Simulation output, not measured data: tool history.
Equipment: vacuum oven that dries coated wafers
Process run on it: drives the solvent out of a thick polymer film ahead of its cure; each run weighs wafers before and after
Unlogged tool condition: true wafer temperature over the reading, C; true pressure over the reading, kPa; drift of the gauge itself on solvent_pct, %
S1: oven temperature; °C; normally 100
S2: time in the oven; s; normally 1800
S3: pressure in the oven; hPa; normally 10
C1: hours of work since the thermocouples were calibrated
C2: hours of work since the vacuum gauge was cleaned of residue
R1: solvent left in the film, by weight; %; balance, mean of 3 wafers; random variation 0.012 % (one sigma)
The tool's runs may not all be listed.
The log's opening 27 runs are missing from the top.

run    hour   S1    S2    S3    C1   C2    R1
 28   705.5   99  1740  33.5   860  705  3.86
 29   725.1   99  1740  33.5   871  716  3.86
 30   752.4  100  1680    10   886  730  2.19
 31   767.8  100  1680    10   894  739  2.21
 32   782.9  100  1680    10   902  747  2.18
 33   806.9  107  1020  13.7   915  760  2.42
 34   841.9  102  3240  35.4   935  779  2.54
 35   866.3  102  3240  35.4   948  792  2.52
 36   892.9   95  1800  37.7   962  807  5.13
 37   919.7   95  1800  37.7   977  821  5.11
 38   945.8   95  1800  37.7   991  835  5.12
 39   966.4   95  1800  37.7  1002  847  5.11
 40   984.3   95  1800  37.7  1012  856  5.09
 41  1015.9   95  1800  37.7  1029  874  5.06
 42  1045.2   95  1800  37.7  1045  889  5.09
 43    1066  100  2820   7.8  1056  901  0.98
 44  1101.6  100  2820   7.8  1076  920  0.98
 45    1116  101  1800  21.7  1083  928  2.51
 46    1146  111  2940  31.1  1100  944  1.57

5 ways to go on from here, each from the tool as it stands after run 46. What would each give?
  A  1163.9   97  1140  31.1  1109  954   ?
  B  1163.9  109  1740    10  1109  954   ?
  C  1163.9  102  1560   5.5  1109  954   ?
  D  1163.9  111  1740   5.6  1109  954   ?
  E  1163.9   87  2940    28  1109  954   ?

run    R1
  A  5.53
  B  0.87
  C  1.72
  D   0.5
  E  5.22
With no hidden state in the tool, these same runs would have given:
run    R1
  A  5.85
  B  0.92
  C   1.9
  D  0.51
  E   5.5
